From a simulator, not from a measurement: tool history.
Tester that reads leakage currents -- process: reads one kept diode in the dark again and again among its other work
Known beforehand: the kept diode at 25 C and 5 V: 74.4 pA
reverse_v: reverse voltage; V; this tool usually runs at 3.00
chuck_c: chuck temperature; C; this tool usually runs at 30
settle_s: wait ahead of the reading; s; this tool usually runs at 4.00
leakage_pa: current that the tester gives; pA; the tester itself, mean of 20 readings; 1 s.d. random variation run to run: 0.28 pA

run,hour,reverse_v,chuck_c,settle_s,leakage_pa
1,0.0,3.00,30,4.00,92.20
2,118.0,3.00,30,4.00,91.45
3,242.5,3.00,30,0.76,92.55
4,359.8,3.00,30,0.76,92.64
# hour 398.5: chuck's temperature calibrated
5,457.3,3.00,30,0.76,92.68
6,527.9,3.00,30,4.00,91.62
7,583.2,3.00,30,4.00,91.58
8,658.1,3.00,30,4.00,91.72
9,738.2,3.00,30,6.63,91.91
10,870.3,2.39,22,6.63,42.48
11,985.5,2.39,43,9.39,233.97
12,1045.4,2.39,28,2.84,71.02
13,1110.5,2.39,28,2.84,70.89
14,1176.1,2.39,28,2.84,70.59
15,1284.4,2.22,49,1.72,353.47
16,1414.5,2.22,49,1.72,354.38

Consider 4 possible next runs. They are alternatives, not a sequence: every one starts from the tool as it was left by run 16. What does each give?
# hour 1431.5: chuck's temperature calibrated
A,1514.1,1.23,30,4.00,?
# hour 1431.5: chuck's temperature calibrated
B,1514.1,7.91,27,2.84,?
# hour 1431.5: chuck's temperature calibrated
C,1514.1,1.20,25,0.56,?
# hour 1431.5: chuck's temperature calibrated
D,1514.1,4.65,46,2.65,?

run,leakage_pa
A,63.98
B,107.40
C,41.93
D,384.19
Without the tool's hidden state the same runs would have given:
run,leakage_pa
A,63.98
B,107.36
C,41.92
D,384.18
